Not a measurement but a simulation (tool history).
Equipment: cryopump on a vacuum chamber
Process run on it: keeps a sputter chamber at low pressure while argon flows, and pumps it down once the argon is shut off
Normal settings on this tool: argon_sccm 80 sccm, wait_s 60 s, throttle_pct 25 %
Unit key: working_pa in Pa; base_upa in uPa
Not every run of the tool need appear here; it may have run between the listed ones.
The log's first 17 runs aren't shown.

run,hour,argon_sccm,wait_s,throttle_pct,hours of work since the pump was warmed up and emptied,hours of work since the cold head was overhauled,hours of work since the chamber's fittings were tightened,working_pa,base_upa
18,463.0,80,60,37,488,488,453,0.1679,1.36
19,488.2,80,60,37,499,499,465,0.1683,1.33
20,508.5,32,60,33,508,508,473,0.0760,1.34
21,529.3,72,179,33,517,517,483,0.1691,1.11
22,553.9,66,98,26,528,528,493,0.1941,1.27
23,580.6,66,98,26,540,540,505,0.1972,1.28
24,613.6,77,60,37,554,554,520,0.1645,1.52
25,651.0,77,60,22,570,570,536,0.2677,1.52
26,676.6,47,60,22,582,582,547,0.1648,1.52
27,696.7,96,80,59,591,591,556,0.1359,1.48
28,734.0,63,76,25,607,607,573,0.1952,1.53
29,766.8,81,60,42,621,621,587,0.1569,1.62
30,794.1,74,47,44,633,633,599,0.1363,1.77
31,829.0,74,47,44,649,649,614,0.1396,1.83
32,847.6,80,63,32,657,657,622,0.1991,1.69
33,881.7,37,90,25,672,672,637,0.1153,1.56
34,910.9,80,46,25,685,685,650,0.2529,1.89
35,931.5,80,155,18,694,694,659,0.3393,1.55

Branching from run 35: 3 alternative next runs. What would each branch give?
A,969.4,63,66,20,710,710,676,?,?
B,969.4,80,60,16,710,710,676,?,?
C,969.4,80,162,18,710,710,676,?,?

run,working_pa,base_upa
A,0.2416,1.77
B,0.3819,1.84
C,0.3416,1.60
With no hidden state in the tool, these same runs would have given:
run,working_pa,base_upa
A,0.2262,0.53
B,0.3623,0.60
C,0.3220,0.31
